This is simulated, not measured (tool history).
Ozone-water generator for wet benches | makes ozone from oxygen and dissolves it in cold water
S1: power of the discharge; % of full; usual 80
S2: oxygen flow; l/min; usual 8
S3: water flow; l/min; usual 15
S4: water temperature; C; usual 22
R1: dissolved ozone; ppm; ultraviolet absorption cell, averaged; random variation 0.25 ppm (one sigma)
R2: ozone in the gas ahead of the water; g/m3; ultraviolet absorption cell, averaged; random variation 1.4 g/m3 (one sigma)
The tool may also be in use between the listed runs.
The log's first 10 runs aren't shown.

run,hour,S1,S2,S3,S4,R1,R2
11,955.8,80,8,15,21,39.2,255.9
12,1023.8,80,8,15,22,38.7,256.4
13,1090.5,80,8,15,22,38.6,255.3
14,1236.1,80,8,15,22,38.7,254.9
15,1355.3,80,8,15,22,38.3,256.8
16,1459.9,80,8,15,22,38.4,254.3
17,1526,80,8,15,22,38.1,254.6
18,1656.5,80,8,15,22,38.5,256.4

The next listed run, before its measurement:
19,1784.1,80,8.93,15,22,?,?

R1: 37.9 ppm
R2: 240 g/m3
Without the tool's hidden state the same run would have given R1 37.9 ppm, R2 243.4 g/m3.
